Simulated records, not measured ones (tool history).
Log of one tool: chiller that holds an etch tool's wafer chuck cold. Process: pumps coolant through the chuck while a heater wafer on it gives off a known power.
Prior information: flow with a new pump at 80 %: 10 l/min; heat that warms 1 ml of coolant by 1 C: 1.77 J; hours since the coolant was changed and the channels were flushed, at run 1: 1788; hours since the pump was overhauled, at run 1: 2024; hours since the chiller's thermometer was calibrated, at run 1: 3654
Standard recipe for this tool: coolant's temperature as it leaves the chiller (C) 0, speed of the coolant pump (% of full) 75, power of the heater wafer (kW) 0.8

run,day,coolant's temperature as it leaves the chiller (C),speed of the coolant pump (% of full),power of the heater wafer (kW),hours since the coolant was changed and the channels were flushed,hours since the pump was overhauled,hours since the chiller's thermometer was calibrated,chuck's temperature once it has settled (C),how much warmer the coolant comes back (C)
1,0,0,75,0.8,1788,2024,3654,6.8,2.91
2,4.342,0,75,0.8,1892,2129,3758,6.8,2.88
3,6.946,0,75,0.8,1955,2191,3820,6.7,2.9
4,11.638,0,75,0.8,2067,2304,3933,6.8,2.91
5,15.104,0,75,0.8,2150,2387,4016,6.9,2.88
6,17.8,0,78,0.8,2215,2452,4081,6.8,2.75
7,23.279,0,78,0.8,2347,2583,4212,6.8,2.72
8,26.238,0,78,0.495,2418,2654,4283,4.2,1.65
9,29.888,0,78,0.495,2505,2742,4371,4,1.66
10,32.417,6,75,0.638,2566,2802,4432,11.5,2.25
11,36.8,0,82,0.491,2671,2908,4537,3.9,1.56
12,41.396,0,82,0.491,2781,3018,4647,4,1.52
# day 43.496: chiller's thermometer calibrated
13,46.158,-4,100,0.694,2895,3131,64,0.9,1.79
14,49.629,-4,100,0.694,2978,3214,147,0.9,1.78
15,53.479,-4,100,0.694,3070,3307,240,0.9,1.76
16,55.979,-4,100,0.694,3130,3367,300,1.1,1.71
# day 57.317: coolant changed, channels flushed
17,59.417,-4,100,0.694,50,3443,376,1.1,1.76
18,62.412,0,100,0.694,122,3515,448,5.1,1.74

Alternative continuations, all from the tool just after run 18; predict every row:
A,66.829,-3,100,0.694,228,3621,554,?,?
B,66.829,5,93,0.54,228,3621,554,?,?
C,66.829,-9,83,0.876,228,3621,554,?,?

run,chuck's temperature once it has settled (C),how much warmer the coolant comes back (C)
A,1.9,1.72
B,9,1.46
C,-2,2.77
Without the tool's hidden state the same runs would have given:
run,chuck's temperature once it has settled (C),how much warmer the coolant comes back (C)
A,1.9,1.84
B,9,1.58
C,-2,2.89
